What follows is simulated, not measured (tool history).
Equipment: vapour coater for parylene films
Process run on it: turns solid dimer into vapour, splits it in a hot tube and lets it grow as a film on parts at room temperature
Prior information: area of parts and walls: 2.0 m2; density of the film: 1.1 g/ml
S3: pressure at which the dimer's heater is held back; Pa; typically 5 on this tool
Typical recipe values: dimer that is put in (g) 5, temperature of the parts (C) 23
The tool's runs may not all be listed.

{"run": 1, "hour": 0.0, "dimer that is put in (g)": 5, "temperature of the parts (C)": 23, "S3": 5, "thickness of the film (nm)": 1630}
{"run": 2, "hour": 30.7, "dimer that is put in (g)": 5, "temperature of the parts (C)": 26, "S3": 5, "thickness of the film (nm)": 1380}
{"run": 3, "hour": 45.1, "dimer that is put in (g)": 5, "temperature of the parts (C)": 26, "S3": 5, "thickness of the film (nm)": 1380}
{"run": 4, "hour": 75.6, "dimer that is put in (g)": 5, "temperature of the parts (C)": 26, "S3": 5, "thickness of the film (nm)": 1390}
{"run": 5, "hour": 93.9, "dimer that is put in (g)": 5, "temperature of the parts (C)": 17, "S3": 5, "thickness of the film (nm)": 2130}
{"run": 6, "hour": 109.8, "dimer that is put in (g)": 7, "temperature of the parts (C)": 17, "S3": 5, "thickness of the film (nm)": 2940}
{"run": 7, "hour": 130.6, "dimer that is put in (g)": 7, "temperature of the parts (C)": 17, "S3": 5, "thickness of the film (nm)": 2970}
{"run": 8, "hour": 153.3, "dimer that is put in (g)": 7, "temperature of the parts (C)": 17, "S3": 5, "thickness of the film (nm)": 2950}
{"run": 9, "hour": 166.9, "dimer that is put in (g)": 7, "temperature of the parts (C)": 17, "S3": 5, "thickness of the film (nm)": 2930}
{"run": 10, "hour": 183.3, "dimer that is put in (g)": 3, "temperature of the parts (C)": 23, "S3": 5, "thickness of the film (nm)": 960}
{"run": 11, "hour": 197.4, "dimer that is put in (g)": 3, "temperature of the parts (C)": 23, "S3": 5, "thickness of the film (nm)": 930}
{"run": 12, "hour": 212.8, "dimer that is put in (g)": 3, "temperature of the parts (C)": 23, "S3": 5, "thickness of the film (nm)": 970}
{"run": 13, "hour": 234.7, "dimer that is put in (g)": 5, "temperature of the parts (C)": 23, "S3": 2.54, "thickness of the film (nm)": 1670}
{"run": 14, "hour": 262.9, "dimer that is put in (g)": 5, "temperature of the parts (C)": 23, "S3": 5, "thickness of the film (nm)": 1520}
{"run": 15, "hour": 288.8, "dimer that is put in (g)": 5, "temperature of the parts (C)": 23, "S3": 5, "thickness of the film (nm)": 1550}
{"run": 16, "hour": 314.9, "dimer that is put in (g)": 5, "temperature of the parts (C)": 23, "S3": 5, "thickness of the film (nm)": 1510}
{"run": 17, "hour": 332.5, "dimer that is put in (g)": 5, "temperature of the parts (C)": 23, "S3": 5, "thickness of the film (nm)": 1590}
{"run": 18, "hour": 346.4, "dimer that is put in (g)": 5, "temperature of the parts (C)": 23, "S3": 5, "thickness of the film (nm)": 1590}
{"run": 19, "hour": 378.5, "dimer that is put in (g)": 5, "temperature of the parts (C)": 23, "S3": 5, "thickness of the film (nm)": 1530}
{"run": 20, "hour": 402.4, "dimer that is put in (g)": 5, "temperature of the parts (C)": 23, "S3": 5, "thickness of the film (nm)": 1560}
{"run": 21, "hour": 422.8, "dimer that is put in (g)": 5, "temperature of the parts (C)": 23, "S3": 5, "thickness of the film (nm)": 1570}
{"run": 22, "hour": 444.1, "dimer that is put in (g)": 5, "temperature of the parts (C)": 23, "S3": 5, "thickness of the film (nm)": 1610}
{"run": 23, "hour": 470.5, "dimer that is put in (g)": 6, "temperature of the parts (C)": 23, "S3": 5, "thickness of the film (nm)": 1900}
{"run": 24, "hour": 486.3, "dimer that is put in (g)": 6, "temperature of the parts (C)": 23, "S3": 5, "thickness of the film (nm)": 1890}
{"run": 25, "hour": 510.5, "dimer that is put in (g)": 4, "temperature of the parts (C)": 25, "S3": 5, "thickness of the film (nm)": 1120}
{"run": 26, "hour": 531.3, "dimer that is put in (g)": 3, "temperature of the parts (C)": 26, "S3": 6.28, "thickness of the film (nm)": 820}
{"run": 27, "hour": 551.1, "dimer that is put in (g)": 3, "temperature of the parts (C)": 26, "S3": 6.28, "thickness of the film (nm)": 770}
{"run": 28, "hour": 581.8, "dimer that is put in (g)": 5, "temperature of the parts (C)": 16, "S3": 4.13, "thickness of the film (nm)": 2210}
{"run": 29, "hour": 602.8, "dimer that is put in (g)": 2, "temperature of the parts (C)": 16, "S3": 4.13, "thickness of the film (nm)": 890}
{"run": 30, "hour": 625.5, "dimer that is put in (g)": 9, "temperature of the parts (C)": 17, "S3": 3.09, "thickness of the film (nm)": 3980}
{"run": 31, "hour": 645.2, "dimer that is put in (g)": 9, "temperature of the parts (C)": 17, "S3": 3.09, "thickness of the film (nm)": 3960}
{"run": 32, "hour": 668.6, "dimer that is put in (g)": 9, "temperature of the parts (C)": 17, "S3": 3.09, "thickness of the film (nm)": 3970}
{"run": 33, "hour": 686.0, "dimer that is put in (g)": 4, "temperature of the parts (C)": 32, "S3": 2.09, "thickness of the film (nm)": 950}
{"run": 34, "hour": 703.0, "dimer that is put in (g)": 3, "temperature of the parts (C)": 25, "S3": 5, "thickness of the film (nm)": 880}
{"run": 35, "hour": 719.7, "dimer that is put in (g)": 5, "temperature of the parts (C)": 28, "S3": 2.07, "thickness of the film (nm)": 1420}
{"run": 36, "hour": 744.7, "dimer that is put in (g)": 3, "temperature of the parts (C)": 33, "S3": 3.15, "thickness of the film (nm)": 640}
{"run": 37, "hour": 769.9, "dimer that is put in (g)": 6, "temperature of the parts (C)": 33, "S3": 4.13, "thickness of the film (nm)": 1240}
{"run": 38, "hour": 786.6, "dimer that is put in (g)": 6, "temperature of the parts (C)": 33, "S3": 4.13, "thickness of the film (nm)": 1240}
{"run": 39, "hour": 813.7, "dimer that is put in (g)": 6, "temperature of the parts (C)": 33, "S3": 4.13, "thickness of the film (nm)": 1250}
{"run": 40, "hour": 835.5, "dimer that is put in (g)": 6, "temperature of the parts (C)": 33, "S3": 4.13, "thickness of the film (nm)": 1240}
{"run": 41, "hour": 849.5, "dimer that is put in (g)": 7, "temperature of the parts (C)": 27, "S3": 5, "thickness of the film (nm)": 1870}
{"run": 42, "hour": 873.5, "dimer that is put in (g)": 3, "temperature of the parts (C)": 23, "S3": 2.1, "thickness of the film (nm)": 1060}
{"run": 43, "hour": 886.9, "dimer that is put in (g)": 2, "temperature of the parts (C)": 24, "S3": 2.12, "thickness of the film (nm)": 690}
{"run": 44, "hour": 901.7, "dimer that is put in (g)": 8, "temperature of the parts (C)": 34, "S3": 4.56, "thickness of the film (nm)": 1550}
{"run": 45, "hour": 922.5, "dimer that is put in (g)": 7, "temperature of the parts (C)": 18, "S3": 7.12, "thickness of the film (nm)": 2810}
{"run": 46, "hour": 949.3, "dimer that is put in (g)": 7, "temperature of the parts (C)": 18, "S3": 7.12, "thickness of the film (nm)": 2770}
{"run": 47, "hour": 970.3, "dimer that is put in (g)": 7, "temperature of the parts (C)": 18, "S3": 7.12, "thickness of the film (nm)": 2730}

Removed from this log: 3 entries logged between the listed runs. Between which two listed runs does each belong, and how does the tool's hidden state at the listed run before it compare with that at the listed run after it?
In the gap between runs 18 and 19: table's thermometer calibrated (hour 349.2)
  vapour lost through the trap's worn valve, %: 6.3 -> 6.5; true temperature of the parts over the reading, C: 0.51 -> 0.78
  measured result minus the result with no hidden state, thickness of the film (nm): -140 -> -170
In the gap between runs 19 and 20: table's thermometer calibrated, once more (hour 401.7)
  vapour lost through the trap's worn valve, %: 6.5 -> 6.8; true temperature of the parts over the reading, C: 0.78 -> 0.12
  measured result minus the result with no hidden state, thickness of the film (nm): -170 -> -120
In the gap between runs 27 and 28: trap's valve overhauled (hour 581.8)
  vapour lost through the trap's worn valve, %: 8.2 -> 0.1; true temperature of the parts over the reading, C: 0.16 -> 0.17
  measured result minus the result with no hidden state, thickness of the film (nm): -80 -> -10
